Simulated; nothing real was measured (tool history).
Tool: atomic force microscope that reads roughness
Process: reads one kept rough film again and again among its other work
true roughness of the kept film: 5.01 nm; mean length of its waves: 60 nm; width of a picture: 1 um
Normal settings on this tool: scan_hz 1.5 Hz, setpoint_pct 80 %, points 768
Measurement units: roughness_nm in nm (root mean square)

| run | day | scan_hz | setpoint_pct | points | roughness_nm |
|---|---|---|---|---|---|
| 1 | 0 | 1.5 | 80 | 768 | 4.303 |
| 2 | 0.608 | 1.5 | 80 | 768 | 4.015 |
| 3 | 1.258 | 1.5 | 80 | 768 | 3.82 |
|  | 1.896 | new tip fitted |
| 4 | 1.912 | 0.91 | 80 | 768 | 4.516 |
| 5 | 2.629 | 1.5 | 80 | 357 | 4.088 |
| 6 | 3.371 | 1.5 | 80 | 357 | 3.785 |
|  | 3.979 | new tip fitted |
| 7 | 3.979 | 1.5 | 80 | 768 | 4.358 |
| 8 | 4.729 | 1.5 | 80 | 497 | 4.073 |
| 9 | 5.533 | 1.5 | 80 | 768 | 3.773 |
| 10 | 5.958 | 1.5 | 80 | 768 | 3.638 |
|  | 6.054 | new tip fitted |
| 11 | 6.396 | 1.5 | 80 | 768 | 4.248 |
| 12 | 7.188 | 1.5 | 80 | 768 | 3.928 |
| 13 | 7.633 | 1.5 | 80 | 768 | 3.746 |
| 14 | 8.012 | 1.5 | 80 | 544 | 3.624 |
|  | 8.154 | new tip fitted |
| 15 | 8.612 | 1.5 | 80 | 544 | 4.144 |
|  | 8.721 | height scale calibrated on a step standard |
| 16 | 9.296 | 1.5 | 80 | 978 | 3.901 |
| 17 | 9.675 | 3.82 | 80 | 372 | 3.395 |
| 18 | 10.162 | 1.5 | 80 | 913 | 3.646 |
|  | 10.304 | new tip fitted |
| 19 | 10.85 | 1.5 | 62 | 643 | 4.326 |
| 20 | 11.604 | 0.61 | 61 | 606 | 4.151 |
|  | 12.179 | height scale calibrated on a step standard, once more |
| 21 | 12.3 | 1.31 | 80 | 715 | 3.694 |
|  | 12.421 | new tip fitted |
| 22 | 13.025 | 1.31 | 80 | 500 | 4.196 |
| 23 | 13.621 | 2.76 | 85 | 459 | 3.543 |
| 24 | 14.396 | 2.76 | 85 | 459 | 3.327 |
|  | 14.496 | new tip fitted |
| 25 | 15.212 | 1.25 | 80 | 768 | 4.137 |
| 26 | 15.621 | 3.15 | 60 | 596 | 4.042 |
| 27 | 16.412 | 1.5 | 80 | 282 | 3.67 |

Forecast each of these 5 alternatives for the next run:
|  | 16.588 | new tip fitted |
| A | 17.225 | 1.5 | 59 | 869 | ? |
|  | 16.588 | new tip fitted |
| B | 17.225 | 2.85 | 65 | 999 | ? |
|  | 16.588 | new tip fitted |
| C | 17.225 | 2.83 | 57 | 256 | ? |
|  | 16.588 | new tip fitted |
| D | 17.225 | 0.76 | 89 | 860 | ? |
|  | 16.588 | new tip fitted |
| E | 17.225 | 1.22 | 74 | 676 | ? |

| run | roughness_nm |
|---|---|
| A | 4.372 |
| B | 4.171 |
| C | 4.248 |
| D | 4.216 |
| E | 4.213 |
Take away the tool's hidden state, keep each run's random variation, and the runs would have read:
| run | roughness_nm |
|---|---|
| A | 4.662 |
| B | 4.448 |
| C | 4.53 |
| D | 4.497 |
| E | 4.493 |

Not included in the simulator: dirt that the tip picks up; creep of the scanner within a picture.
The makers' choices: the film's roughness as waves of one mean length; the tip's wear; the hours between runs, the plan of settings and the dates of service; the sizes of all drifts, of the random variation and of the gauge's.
